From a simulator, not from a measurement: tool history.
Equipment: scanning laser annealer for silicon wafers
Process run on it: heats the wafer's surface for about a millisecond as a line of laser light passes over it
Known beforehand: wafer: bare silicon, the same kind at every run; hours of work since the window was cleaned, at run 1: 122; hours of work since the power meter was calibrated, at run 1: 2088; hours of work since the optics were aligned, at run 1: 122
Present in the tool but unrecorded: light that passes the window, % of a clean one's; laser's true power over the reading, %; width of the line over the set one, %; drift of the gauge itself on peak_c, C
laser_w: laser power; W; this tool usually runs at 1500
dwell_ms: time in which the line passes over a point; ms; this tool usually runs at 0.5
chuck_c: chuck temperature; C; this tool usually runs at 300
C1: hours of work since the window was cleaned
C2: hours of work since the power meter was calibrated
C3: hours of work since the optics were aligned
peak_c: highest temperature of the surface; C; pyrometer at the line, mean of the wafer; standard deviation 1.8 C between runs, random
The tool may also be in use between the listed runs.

Run 1, hour 0: usual settings; C1 122; C2 2088; C3 122. Result: peak_c 1052 C.
Run 2, hour 54.1: usual settings; C1 165; C2 2131; C3 165. Result: peak_c 1050 C.
Run 3, hour 144.9: usual settings; C1 237; C2 2203; C3 237. Result: peak_c 1039 C.
Run 4, hour 208.3: usual settings; C1 287; C2 2253; C3 287. Result: peak_c 1036 C.
Run 5, hour 278.4: usual settings; C1 343; C2 2309; C3 343. Result: peak_c 1031 C.
Run 6, hour 371.3: usual settings; C1 417; C2 2383; C3 417. Result: peak_c 1019 C.
Run 7, hour 432: usual settings; C1 465; C2 2431; C3 465. Result: peak_c 1018 C.
At hour 515.5: window over the wafer cleaned.
Run 8, hour 525.6: usual settings; C1 8; C2 2504; C3 538. Result: peak_c 1051 C.
Run 9, hour 565.6: usual settings; C1 40; C2 2535; C3 570. Result: peak_c 1049 C.
Run 10, hour 617.6: usual settings; C1 81; C2 2577; C3 611. Result: peak_c 1045 C.
Run 11, hour 679.2: usual settings but chuck_c 335 C; C1 130; C2 2626; C3 660. Result: peak_c 1074 C.
Run 12, hour 756: usual settings but chuck_c 335 C; C1 191; C2 2687; C3 721. Result: peak_c 1069 C.
Run 13, hour 830: usual settings but chuck_c 335 C; C1 250; C2 2745; C3 780. Result: peak_c 1063 C.
Run 14, hour 874.3: usual settings but chuck_c 335 C; C1 285; C2 2781; C3 815. Result: peak_c 1060 C.
Run 15, hour 946: usual settings but chuck_c 335 C; C1 342; C2 2838; C3 872. Result: peak_c 1053 C.
Run 16, hour 1031.5: usual settings but dwell_ms 0.376 ms, chuck_c 335 C; C1 410; C2 2906; C3 940. Result: peak_c 952 C.
Run 17, hour 1095.5: usual settings but laser_w 1412 W, dwell_ms 0.519 ms, chuck_c 317 C; C1 461; C2 2956; C3 991. Result: peak_c 982 C.
Run 18, hour 1150.5: usual settings but laser_w 1474 W, dwell_ms 0.374 ms; C1 504; C2 3000; C3 1034. Result: peak_c 891 C.
At hour 1185.4: window over the wafer cleaned.
Run 19, hour 1217: usual settings but laser_w 1474 W, dwell_ms 0.374 ms; C1 25; C2 3051; C3 1085. Result: peak_c 925 C.
At hour 1268.2: optics aligned, line set to its width.
Run 20, hour 1280.6: usual settings but laser_w 1474 W, dwell_ms 0.412 ms, chuck_c 336 C; C1 72; C2 3098; C3 10. Result: peak_c 1000 C.

For run 21, what comes out?
Run 21, hour 1339: usual settings but laser_w 1474 W, dwell_ms 0.412 ms, chuck_c 336 C; C1 118; C2 3144; C3 56. Result: peak_c ?.

{"run 21": {"peak_c": 999}}
The same run, on a tool lacking any hidden state, would have yielded peak_c 1015 C.
